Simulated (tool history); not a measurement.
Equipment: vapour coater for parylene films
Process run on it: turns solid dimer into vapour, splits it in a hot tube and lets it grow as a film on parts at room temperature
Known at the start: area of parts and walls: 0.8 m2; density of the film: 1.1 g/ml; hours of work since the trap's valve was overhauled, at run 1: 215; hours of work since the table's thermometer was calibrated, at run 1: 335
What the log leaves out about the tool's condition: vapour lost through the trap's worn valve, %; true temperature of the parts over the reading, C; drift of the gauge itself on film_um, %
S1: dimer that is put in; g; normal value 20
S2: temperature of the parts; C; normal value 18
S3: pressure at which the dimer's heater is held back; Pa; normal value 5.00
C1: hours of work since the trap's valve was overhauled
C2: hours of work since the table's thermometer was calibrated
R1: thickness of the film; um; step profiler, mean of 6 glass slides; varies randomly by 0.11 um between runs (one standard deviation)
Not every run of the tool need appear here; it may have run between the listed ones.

run 1 hour=0.0 | S1=20 S2=18 S3=5.00 | C1=215 C2=335 | R1=13.43
run 2 hour=27.6 | S1=20 S2=18 S3=5.00 | C1=232 C2=352 | R1=13.58
-- hour=45.7 trap's valve overhauled
run 3 hour=46.1 | S1=20 S2=18 S3=5.00 | C1=0 C2=360 | R1=13.30
run 4 hour=73.0 | S1=20 S2=18 S3=3.17 | C1=16 C2=376 | R1=14.00
run 5 hour=87.6 | S1=20 S2=18 S3=3.17 | C1=25 C2=384 | R1=13.73
run 6 hour=100.9 | S1=20 S2=18 S3=3.17 | C1=32 C2=392 | R1=13.62
run 7 hour=127.3 | S1=20 S2=18 S3=3.17 | C1=48 C2=408 | R1=13.59
run 8 hour=142.6 | S1=10 S2=15 S3=2.24 | C1=57 C2=417 | R1=8.06
run 9 hour=160.8 | S1=10 S2=15 S3=2.24 | C1=67 C2=427 | R1=7.69
run 10 hour=179.5 | S1=10 S2=23 S3=5.13 | C1=78 C2=438 | R1=5.62

Here are 3 independent what-if runs from the current tool condition. What would each one return?
run A hour=192.7 | S1=20 S2=17 S3=5.00 | C1=86 C2=446 | R1=?
run B hour=192.7 | S1=28 S2=18 S3=4.83 | C1=86 C2=446 | R1=?
run C hour=192.7 | S1=20 S2=13 S3=4.33 | C1=86 C2=446 | R1=?

run=A R1=14.01
run=B R1=19.01
run=C R1=16.54
Had the tool no hidden state, the same runs would have come out as:
run=A R1=14.06
run=B R1=19.08
run=C R1=16.60
